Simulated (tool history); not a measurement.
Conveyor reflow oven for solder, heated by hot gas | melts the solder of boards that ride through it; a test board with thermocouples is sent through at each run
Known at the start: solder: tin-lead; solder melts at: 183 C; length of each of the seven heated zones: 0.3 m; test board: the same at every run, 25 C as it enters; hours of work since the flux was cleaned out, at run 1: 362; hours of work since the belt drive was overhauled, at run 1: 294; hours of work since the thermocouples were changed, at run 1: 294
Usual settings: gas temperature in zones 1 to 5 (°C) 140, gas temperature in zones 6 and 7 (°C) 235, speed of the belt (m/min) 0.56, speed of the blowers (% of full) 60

run   hour  gas temperature in zones 1 to 5 (°C)  gas temperature in zones 6 and 7 (°C)  speed of the belt (m/min)  speed of the blowers (% of full)  hours of work since the flux was cleaned out  hours of work since the belt drive was overhauled  hours of work since the thermocouples were changed  highest temperature of the board (°C)  time above the solder's melting point (s)
  1      0                                   140                                    235                       0.56                                60                                           362                                                294                                                 294                                  210.3                                       42.3
  2   28.9                                   140                                    223                       0.56                                60                                           385                                                317                                                 317                                  200.6                                       33.2
      56.5  -- flux residue cleaned out of gas plates and filters
  3   59.8                                   140                                    223                       0.56                                60                                             3                                                337                                                 337                                  202.2                                       35.4
  4   88.1                                   140                                    223                       0.56                                60                                            25                                                359                                                 359                                  202.1                                       34.9
  5  107.1                                   140                                    223                       0.56                                60                                            40                                                374                                                 374                                    202                                       35.1
  6    130                                   140                                    223                       0.56                                60                                            58                                                393                                                 393                                  202.3                                       34.5
  7  160.8                                   143                                    235                       0.56                                60                                            82                                                417                                                 417                                  211.7                                         45
  8  178.4                                   140                                    233                       0.56                                60                                            96                                                431                                                 431                                  209.6                                       42.1
  9  195.1                                   140                                    233                       0.56                                60                                           109                                                444                                                 444                                  209.7                                       42.4
 10    218                                   140                                    233                       0.56                                60                                           128                                                462                                                 462                                  209.4                                       42.1
 11  242.1                                   140                                    248                       0.56                                60                                           147                                                481                                                 481                                  221.4                                         51
 12  257.1                                   148                                    235                       0.56                                60                                           158                                                493                                                 493                                    213                                       47.6
 13  270.8                                   148                                    229                       0.56                                60                                           169                                                504                                                 504                                  208.5                                       43.8
 14  303.1                                   140                                    235                       0.56                                52                                           195                                                529                                                 529                                  208.7                                       40.6
 15    331                                   140                                    235                      0.577                                60                                           217                                                551                                                 551                                  209.2                                       40.4
 16  351.6                                   140                                    235                      0.577                                60                                           233                                                568                                                 568                                  209.4                                       40.4
     356.9  -- belt drive overhauled, speed set with a stopwatch
 17  380.9                                   140                                    235                      0.577                                60                                           253                                                 19                                                 588                                  209.6                                       40.9
 18  400.7                                   145                                    240                      0.586                                68                                           269                                                 35                                                 603                                  216.1                                         47
     424.3  -- belt drive overhauled, speed set with a stopwatch, once more
 19  427.4                                   142                                    231                       0.56                                60                                           287                                                  2                                                 621                                  207.1                                       40.1
     438.1  -- thermocouples of zones 6 and 7 changed
 20  452.8                                   142                                    231                       0.56                                60                                           305                                                 21                                                  12                                    208                                       40.9
 21  474.8                                   142                                    231                       0.56                                60                                           322                                                 38                                                  29                                  208.2                                       40.8
 22  506.8                                   142                                    247                       0.56                                73                                           348                                                 64                                                  54                                  223.6                                       52.5
 23  522.8                                   142                                    247                       0.56                                73                                           360                                                 76                                                  67                                  223.7                                       52.7
 24  545.7                                   144                                    235                       0.64                                60                                           378                                                 94                                                  85                                    206                                       33.7
 25  569.1                                   140                                    233                       0.56                                54                                           397                                                113                                                 103                                  206.9                                         39
     582.3  -- flux residue cleaned out of gas plates and filters
 26  599.5                                   140                                    244                      0.529                                60                                            14                                                133                                                 123                                  221.6                                         54
 27  615.8                                   140                                    244                      0.529                                60                                            26                                                146                                                 136                                  221.1                                       53.8
 28  636.4                                   148                                    235                       0.56                                72                                            43                                                162                                                 153                                  215.8                                       50.8
 29  664.3                                   126                                    235                      0.507                                60                                            65                                                184                                                 175                                  212.4                                       45.8

Some steps in highest temperature of the board (°C) between neighbouring runs. How much of each would the tool show without its hidden state too (settings, what came in, random variation), and how much is left for the hidden state, with any gauge scatter that isn't in both results?
The hidden state here: heat that the gas passes to the board, % of a clean oven's; belt's true speed, % of the reading; true gas temperature in zones 6 and 7 over the reading, C; drift of the gauge itself on peak_c, C; drift of the gauge itself on liquid_s, %.
Run 2 -> 3: flux residue cleaned out of gas plates and filters. highest temperature of the board (°C) +1.6: hidden state +1.4, all else +0.2.
Run 21 -> 22: gas temperature in zones 6 and 7 (°C) 231 -> 247, speed of the blowers (% of full) 60 -> 73. highest temperature of the board (°C) +15.4: hidden state -0.4, all else +15.8.
Run 23 -> 24: gas temperature in zones 1 to 5 (°C) 142 -> 144, gas temperature in zones 6 and 7 (°C) 247 -> 235, speed of the belt (m/min) 0.56 -> 0.64, speed of the blowers (% of full) 73 -> 60. highest temperature of the board (°C) -17.7: hidden state +0, all else -17.7.
Run 25 -> 26: gas temperature in zones 6 and 7 (°C) 233 -> 244, speed of the belt (m/min) 0.56 -> 0.529, speed of the blowers (% of full) 54 -> 60, flux residue cleaned out of gas plates and filters. highest temperature of the board (°C) +14.7: hidden state +1.6, all else +13.1.
